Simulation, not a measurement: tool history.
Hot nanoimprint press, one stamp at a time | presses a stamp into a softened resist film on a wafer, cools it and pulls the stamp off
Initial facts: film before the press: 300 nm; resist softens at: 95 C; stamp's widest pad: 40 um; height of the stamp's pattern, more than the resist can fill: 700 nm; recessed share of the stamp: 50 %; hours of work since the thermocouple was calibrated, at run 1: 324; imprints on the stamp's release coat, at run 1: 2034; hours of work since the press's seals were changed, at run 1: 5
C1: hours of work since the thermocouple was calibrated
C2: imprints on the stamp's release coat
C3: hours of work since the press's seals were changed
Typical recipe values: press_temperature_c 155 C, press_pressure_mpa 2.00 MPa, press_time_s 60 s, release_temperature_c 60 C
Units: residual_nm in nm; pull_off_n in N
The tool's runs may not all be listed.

run 1 hour=0.0 | press_temperature_c=155 press_pressure_mpa=2.00 press_time_s=60 release_temperature_c=60 | C1=324 C2=2034 C3=5 | residual_nm=169.5 pull_off_n=232
run 2 hour=10.4 | press_temperature_c=155 press_pressure_mpa=2.00 press_time_s=60 release_temperature_c=60 | C1=332 C2=2077 C3=13 | residual_nm=170.0 pull_off_n=230
run 3 hour=15.8 | press_temperature_c=155 press_pressure_mpa=2.00 press_time_s=60 release_temperature_c=60 | C1=336 C2=2100 C3=17 | residual_nm=169.6 pull_off_n=228
run 4 hour=22.3 | press_temperature_c=155 press_pressure_mpa=2.00 press_time_s=118 release_temperature_c=60 | C1=341 C2=2127 C3=22 | residual_nm=132.4 pull_off_n=222
run 5 hour=33.9 | press_temperature_c=155 press_pressure_mpa=2.00 press_time_s=60 release_temperature_c=60 | C1=350 C2=2174 C3=31 | residual_nm=169.2 pull_off_n=221
run 6 hour=39.3 | press_temperature_c=155 press_pressure_mpa=2.07 press_time_s=60 release_temperature_c=60 | C1=354 C2=2197 C3=35 | residual_nm=168.0 pull_off_n=229
run 7 hour=47.2 | press_temperature_c=155 press_pressure_mpa=2.00 press_time_s=60 release_temperature_c=60 | C1=360 C2=2230 C3=41 | residual_nm=169.4 pull_off_n=231
run 8 hour=53.6 | press_temperature_c=155 press_pressure_mpa=2.00 press_time_s=60 release_temperature_c=60 | C1=365 C2=2256 C3=46 | residual_nm=170.4 pull_off_n=231
-- hour=62.3 stamp cleaned and given a new release coat
run 9 hour=65.5 | press_temperature_c=155 press_pressure_mpa=2.00 press_time_s=60 release_temperature_c=60 | C1=369 C2=13 C3=50 | residual_nm=169.5 pull_off_n=228
run 10 hour=73.1 | press_temperature_c=155 press_pressure_mpa=2.00 press_time_s=60 release_temperature_c=60 | C1=375 C2=44 C3=56 | residual_nm=169.3 pull_off_n=230
run 11 hour=82.1 | press_temperature_c=155 press_pressure_mpa=2.00 press_time_s=85 release_temperature_c=60 | C1=382 C2=81 C3=63 | residual_nm=150.1 pull_off_n=219
run 12 hour=89.9 | press_temperature_c=155 press_pressure_mpa=2.00 press_time_s=85 release_temperature_c=60 | C1=388 C2=113 C3=69 | residual_nm=149.9 pull_off_n=222
run 13 hour=99.1 | press_temperature_c=155 press_pressure_mpa=2.00 press_time_s=85 release_temperature_c=60 | C1=395 C2=152 C3=76 | residual_nm=149.2 pull_off_n=224
run 14 hour=106.7 | press_temperature_c=155 press_pressure_mpa=2.00 press_time_s=85 release_temperature_c=60 | C1=401 C2=183 C3=81 | residual_nm=150.0 pull_off_n=223
run 15 hour=117.3 | press_temperature_c=155 press_pressure_mpa=2.00 press_time_s=85 release_temperature_c=60 | C1=409 C2=227 C3=89 | residual_nm=150.6 pull_off_n=228
run 16 hour=125.0 | press_temperature_c=151 press_pressure_mpa=2.54 press_time_s=32 release_temperature_c=48 | C1=414 C2=259 C3=95 | residual_nm=219.5 pull_off_n=258
run 17 hour=137.1 | press_temperature_c=155 press_pressure_mpa=2.00 press_time_s=49 release_temperature_c=60 | C1=424 C2=309 C3=104 | residual_nm=181.5 pull_off_n=225
run 18 hour=149.1 | press_temperature_c=145 press_pressure_mpa=2.00 press_time_s=60 release_temperature_c=60 | C1=433 C2=358 C3=113 | residual_nm=240.8 pull_off_n=218
run 19 hour=160.1 | press_temperature_c=159 press_pressure_mpa=1.23 press_time_s=60 release_temperature_c=60 | C1=441 C2=404 C3=122 | residual_nm=171.0 pull_off_n=228
-- hour=164.1 plate thermocouple calibrated
run 20 hour=173.4 | press_temperature_c=159 press_pressure_mpa=1.23 press_time_s=60 release_temperature_c=60 | C1=7 C2=446 C3=130 | residual_nm=170.9 pull_off_n=228
run 21 hour=184.5 | press_temperature_c=159 press_pressure_mpa=1.75 press_time_s=60 release_temperature_c=60 | C1=15 C2=492 C3=138 | residual_nm=150.2 pull_off_n=223
run 22 hour=192.8 | press_temperature_c=159 press_pressure_mpa=2.34 press_time_s=54 release_temperature_c=60 | C1=22 C2=527 C3=144 | residual_nm=139.6 pull_off_n=228
run 23 hour=204.2 | press_temperature_c=155 press_pressure_mpa=2.77 press_time_s=60 release_temperature_c=52 | C1=30 C2=574 C3=153 | residual_nm=150.9 pull_off_n=252
run 24 hour=209.8 | press_temperature_c=155 press_pressure_mpa=2.77 press_time_s=60 release_temperature_c=52 | C1=35 C2=597 C3=157 | residual_nm=151.0 pull_off_n=246
run 25 hour=221.4 | press_temperature_c=155 press_pressure_mpa=2.77 press_time_s=60 release_temperature_c=47 | C1=43 C2=645 C3=166 | residual_nm=150.4 pull_off_n=271
run 26 hour=233.4 | press_temperature_c=149 press_pressure_mpa=2.00 press_time_s=60 release_temperature_c=60 | C1=53 C2=695 C3=175 | residual_nm=213.7 pull_off_n=221
run 27 hour=239.9 | press_temperature_c=149 press_pressure_mpa=2.00 press_time_s=60 release_temperature_c=60 | C1=58 C2=722 C3=180 | residual_nm=214.1 pull_off_n=231
run 28 hour=246.3 | press_temperature_c=167 press_pressure_mpa=2.00 press_time_s=60 release_temperature_c=60 | C1=62 C2=748 C3=185 | residual_nm=99.7 pull_off_n=232
run 29 hour=256.5 | press_temperature_c=144 press_pressure_mpa=2.01 press_time_s=64 release_temperature_c=67 | C1=70 C2=790 C3=193 | residual_nm=245.2 pull_off_n=201

Alternative continuations, all from the tool just after run 29; predict every row:
run A hour=262.6 | press_temperature_c=155 press_pressure_mpa=1.33 press_time_s=60 release_temperature_c=60 | C1=75 C2=815 C3=197 | residual_nm=? pull_off_n=?
run B hour=262.6 | press_temperature_c=149 press_pressure_mpa=2.01 press_time_s=46 release_temperature_c=64 | C1=75 C2=815 C3=197 | residual_nm=? pull_off_n=?
run C hour=262.6 | press_temperature_c=144 press_pressure_mpa=1.32 press_time_s=42 release_temperature_c=59 | C1=75 C2=815 C3=197 | residual_nm=? pull_off_n=?
run D hour=262.6 | press_temperature_c=144 press_pressure_mpa=2.01 press_time_s=89 release_temperature_c=51 | C1=75 C2=815 C3=197 | residual_nm=? pull_off_n=?
run E hour=262.6 | press_temperature_c=155 press_pressure_mpa=2.00 press_time_s=44 release_temperature_c=55 | C1=75 C2=815 C3=197 | residual_nm=? pull_off_n=?

run=A residual_nm=193.0 pull_off_n=224
run=B residual_nm=226.5 pull_off_n=216
run=C residual_nm=272.0 pull_off_n=217
run=D residual_nm=230.8 pull_off_n=256
run=E residual_nm=187.2 pull_off_n=234
The same runs, with their run-to-run variation unchanged, on a tool lacking any hidden condition would have given:
run=A residual_nm=192.9 pull_off_n=224
run=B residual_nm=226.5 pull_off_n=216
run=C residual_nm=272.0 pull_off_n=217
run=D residual_nm=230.8 pull_off_n=255
run=E residual_nm=187.2 pull_off_n=233
